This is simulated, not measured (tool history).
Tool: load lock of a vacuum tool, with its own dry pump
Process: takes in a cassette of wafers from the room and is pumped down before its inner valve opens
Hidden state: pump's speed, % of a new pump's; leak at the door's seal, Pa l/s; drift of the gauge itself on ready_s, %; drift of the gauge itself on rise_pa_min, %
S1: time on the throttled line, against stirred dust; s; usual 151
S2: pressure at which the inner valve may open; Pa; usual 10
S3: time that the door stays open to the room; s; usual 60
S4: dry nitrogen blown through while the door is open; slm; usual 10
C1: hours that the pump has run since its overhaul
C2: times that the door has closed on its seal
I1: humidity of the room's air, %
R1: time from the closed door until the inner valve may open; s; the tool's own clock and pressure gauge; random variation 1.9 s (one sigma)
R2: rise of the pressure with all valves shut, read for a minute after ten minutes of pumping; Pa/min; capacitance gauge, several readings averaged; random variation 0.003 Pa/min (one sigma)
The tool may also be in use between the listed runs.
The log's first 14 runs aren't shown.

{"run": 15, "hour": 2671.8, "S1": 151, "S2": 10, "S3": 60, "S4": 11, "C1": 9316, "C2": 7087, "I1": 46.3, "R1": 351.1, "R2": 0.037}
{"run": 16, "hour": 2904.8, "S1": 151, "S2": 10, "S3": 60, "S4": 11, "C1": 9549, "C2": 7432, "I1": 45.4, "R1": 353.9, "R2": 0.041}
{"run": 17, "hour": 3061.6, "S1": 151, "S2": 10, "S3": 60, "S4": 11, "C1": 9706, "C2": 7664, "I1": 49.1, "R1": 349.7, "R2": 0.039}
{"run": 18, "hour": 3209.3, "S1": 151, "S2": 10, "S3": 60, "S4": 11, "C1": 9854, "C2": 7883, "I1": 43.5, "R1": 351.6, "R2": 0.038}
{"run": 19, "hour": 3419.6, "S1": 151, "S2": 10, "S3": 60, "S4": 11, "C1": 10064, "C2": 8194, "I1": 45.5, "R1": 355.7, "R2": 0.037}
{"run": 20, "hour": 3533.1, "S1": 261, "S2": 8, "S3": 39, "S4": 11, "C1": 10178, "C2": 8362, "I1": 44.7, "R1": 442.1, "R2": 0.044}
{"run": 21, "hour": 3648.9, "S1": 94, "S2": 10, "S3": 44, "S4": 6, "C1": 10293, "C2": 8534, "I1": 46.7, "R1": 313.2, "R2": 0.038}
{"run": 22, "hour": 3823.5, "S1": 151, "S2": 10, "S3": 71, "S4": 10, "C1": 10468, "C2": 8792, "I1": 43.0, "R1": 362.8, "R2": 0.048}
{"run": 23, "hour": 3978.1, "S1": 151, "S2": 7, "S3": 60, "S4": 5, "C1": 10622, "C2": 9021, "I1": 44.9, "R1": 368.3, "R2": 0.045}
{"run": 24, "hour": 4158.8, "S1": 92, "S2": 7, "S3": 60, "S4": 7, "C1": 10803, "C2": 9289, "I1": 44.9, "R1": 327.4, "R2": 0.044}
{"run": 25, "hour": 4351.2, "S1": 172, "S2": 7, "S3": 147, "S4": 6, "C1": 10996, "C2": 9574, "I1": 43.9, "R1": 383.0, "R2": 0.062}
{"run": 26, "hour": 4559.2, "S1": 90, "S2": 20, "S3": 221, "S4": 27, "C1": 11204, "C2": 9882, "I1": 45.7, "R1": 297.1, "R2": 0.06}
{"run": 27, "hour": 4784.0, "S1": 101, "S2": 20, "S3": 134, "S4": 27, "C1": 11428, "C2": 10214, "I1": 46.5, "R1": 304.7, "R2": 0.048}
{"run": 28, "hour": 5006.7, "S1": 101, "S2": 20, "S3": 134, "S4": 27, "C1": 11651, "C2": 10544, "I1": 49.6, "R1": 310.3, "R2": 0.057}
{"run": 29, "hour": 5121.9, "S1": 84, "S2": 10, "S3": 157, "S4": 10, "C1": 11766, "C2": 10715, "I1": 43.4, "R1": 314.5, "R2": 0.065}
{"run": 30, "hour": 5333.1, "S1": 84, "S2": 10, "S3": 31, "S4": 10, "C1": 11978, "C2": 11028, "I1": 43.2, "R1": 316.9, "R2": 0.047}
{"run": 31, "hour": 5553.6, "S1": 84, "S2": 10, "S3": 31, "S4": 16, "C1": 12198, "C2": 11354, "I1": 44.9, "R1": 319.7, "R2": 0.046}
{"run": 32, "hour": 5708.7, "S1": 139, "S2": 7, "S3": 87, "S4": 6, "C1": 12353, "C2": 11584, "I1": 44.2, "R1": 371.1, "R2": 0.067}
{"run": 33, "hour": 5818.3, "S1": 139, "S2": 7, "S3": 87, "S4": 7, "C1": 12463, "C2": 11746, "I1": 45.1, "R1": 368.8, "R2": 0.056}
{"run": 34, "hour": 6018.9, "S1": 139, "S2": 9, "S3": 87, "S4": 7, "C1": 12663, "C2": 12043, "I1": 47.0, "R1": 360.2, "R2": 0.069}
{"run": 35, "hour": 6128.6, "S1": 76, "S2": 13, "S3": 95, "S4": 5, "C1": 12773, "C2": 12205, "I1": 43.8, "R1": 304.6, "R2": 0.068}
{"run": 36, "hour": 6255.1, "S1": 169, "S2": 16, "S3": 39, "S4": 6, "C1": 12899, "C2": 12393, "I1": 47.5, "R1": 368.8, "R2": 0.058}
{"run": 37, "hour": 6401.8, "S1": 98, "S2": 13, "S3": 201, "S4": 20, "C1": 13046, "C2": 12610, "I1": 44.0, "R1": 322.6, "R2": 0.068}
{"run": 38, "hour": 6533.7, "S1": 265, "S2": 15, "S3": 40, "S4": 6, "C1": 13178, "C2": 12805, "I1": 44.6, "R1": 436.9, "R2": 0.065}

3 ways to go on from here, each from the tool as it stands after run 38. What would each give?
{"run": "A", "hour": 6702.7, "S1": 184, "S2": 10, "S3": 60, "S4": 6, "C1": 13347, "C2": 13055, "I1": 45.5, "R1": "?", "R2": "?"}
{"run": "B", "hour": 6702.7, "S1": 151, "S2": 10, "S3": 174, "S4": 10, "C1": 13347, "C2": 13055, "I1": 49.4, "R1": "?", "R2": "?"}
{"run": "C", "hour": 6702.7, "S1": 97, "S2": 15, "S3": 40, "S4": 34, "C1": 13347, "C2": 13055, "I1": 42.8, "R1": "?", "R2": "?"}

run=A R1=392.9 R2=0.067
run=B R1=369.9 R2=0.082
run=C R1=321.9 R2=0.055
Without the tool's hidden state the same runs would have given:
run=A R1=341.2 R2=0.024
run=B R1=315.8 R2=0.039
run=C R1=266.5 R2=0.012
